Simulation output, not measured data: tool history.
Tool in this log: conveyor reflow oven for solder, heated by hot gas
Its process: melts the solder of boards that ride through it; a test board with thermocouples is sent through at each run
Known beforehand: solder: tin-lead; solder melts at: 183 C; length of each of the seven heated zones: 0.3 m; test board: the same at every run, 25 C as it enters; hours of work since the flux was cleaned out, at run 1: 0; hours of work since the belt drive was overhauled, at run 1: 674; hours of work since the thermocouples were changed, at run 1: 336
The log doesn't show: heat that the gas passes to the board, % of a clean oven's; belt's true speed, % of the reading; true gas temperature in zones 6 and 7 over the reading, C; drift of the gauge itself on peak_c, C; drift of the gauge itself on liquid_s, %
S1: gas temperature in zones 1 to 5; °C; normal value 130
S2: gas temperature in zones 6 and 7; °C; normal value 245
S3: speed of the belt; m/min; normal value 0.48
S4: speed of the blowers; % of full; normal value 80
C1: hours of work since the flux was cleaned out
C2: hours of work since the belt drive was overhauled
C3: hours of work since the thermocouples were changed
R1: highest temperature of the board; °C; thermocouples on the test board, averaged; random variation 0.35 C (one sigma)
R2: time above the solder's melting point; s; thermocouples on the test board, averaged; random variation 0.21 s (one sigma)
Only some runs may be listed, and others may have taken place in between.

{"run": 1, "hour": 0.0, "S1": 130, "S2": 245, "S3": 0.48, "S4": 80, "C1": 0, "C2": 674, "C3": 336, "R1": 225.8, "R2": 60.0}
{"run": 2, "hour": 32.4, "S1": 130, "S2": 245, "S3": 0.48, "S4": 80, "C1": 20, "C2": 694, "C3": 356, "R1": 226.0, "R2": 60.2}
{"run": 3, "hour": 52.3, "S1": 130, "S2": 258, "S3": 0.48, "S4": 80, "C1": 33, "C2": 707, "C3": 369, "R1": 237.5, "R2": 66.7}
{"run": 4, "hour": 74.1, "S1": 130, "S2": 245, "S3": 0.48, "S4": 80, "C1": 46, "C2": 720, "C3": 383, "R1": 225.5, "R2": 60.2}
{"run": 5, "hour": 105.9, "S1": 130, "S2": 245, "S3": 0.48, "S4": 80, "C1": 66, "C2": 740, "C3": 402, "R1": 225.2, "R2": 59.6}
{"run": 6, "hour": 126.0, "S1": 130, "S2": 245, "S3": 0.48, "S4": 80, "C1": 79, "C2": 753, "C3": 415, "R1": 225.1, "R2": 60.1}
{"run": 7, "hour": 166.8, "S1": 130, "S2": 245, "S3": 0.48, "S4": 80, "C1": 104, "C2": 778, "C3": 441, "R1": 224.7, "R2": 59.5}
{"run": 8, "hour": 200.8, "S1": 130, "S2": 245, "S3": 0.48, "S4": 80, "C1": 126, "C2": 800, "C3": 462, "R1": 224.8, "R2": 60.0}
{"run": 9, "hour": 240.0, "S1": 130, "S2": 245, "S3": 0.48, "S4": 80, "C1": 150, "C2": 824, "C3": 486, "R1": 224.0, "R2": 59.6}
{"hour": 246.0, "done": "belt drive overhauled, speed set with a stopwatch"}
{"run": 10, "hour": 274.3, "S1": 130, "S2": 234, "S3": 0.48, "S4": 80, "C1": 169, "C2": 18, "C3": 505, "R1": 214.9, "R2": 51.3}
{"hour": 290.3, "done": "flux residue cleaned out of gas plates and filters"}
{"run": 11, "hour": 312.5, "S1": 130, "S2": 234, "S3": 0.48, "S4": 80, "C1": 14, "C2": 39, "C3": 526, "R1": 214.2, "R2": 51.2}
{"run": 12, "hour": 349.2, "S1": 130, "S2": 245, "S3": 0.48, "S4": 80, "C1": 37, "C2": 62, "C3": 549, "R1": 223.5, "R2": 58.2}
{"run": 13, "hour": 376.7, "S1": 130, "S2": 245, "S3": 0.48, "S4": 62, "C1": 54, "C2": 79, "C3": 566, "R1": 219.6, "R2": 54.6}
{"run": 14, "hour": 393.9, "S1": 130, "S2": 245, "S3": 0.48, "S4": 80, "C1": 65, "C2": 89, "C3": 577, "R1": 224.0, "R2": 58.0}
{"run": 15, "hour": 422.5, "S1": 130, "S2": 245, "S3": 0.48, "S4": 80, "C1": 83, "C2": 107, "C3": 595, "R1": 223.4, "R2": 58.0}
{"run": 16, "hour": 460.8, "S1": 130, "S2": 247, "S3": 0.55, "S4": 80, "C1": 107, "C2": 131, "C3": 619, "R1": 219.1, "R2": 47.6}
{"run": 17, "hour": 499.0, "S1": 140, "S2": 247, "S3": 0.55, "S4": 80, "C1": 131, "C2": 155, "C3": 643, "R1": 221.9, "R2": 52.0}

Forecast run 18:
{"hour": 532.0, "done": "flux residue cleaned out of gas plates and filters, once more"}
{"run": 18, "hour": 536.6, "S1": 120, "S2": 260, "S3": 0.48, "S4": 80, "C1": 3, "C2": 176, "C3": 663, "R1": "?", "R2": "?"}

{"run 18": {"R1": 237.0, "R2": 63.1}}
With no hidden state in the tool, this same run would have given R1 239.0 °C, R2 63.9 s.
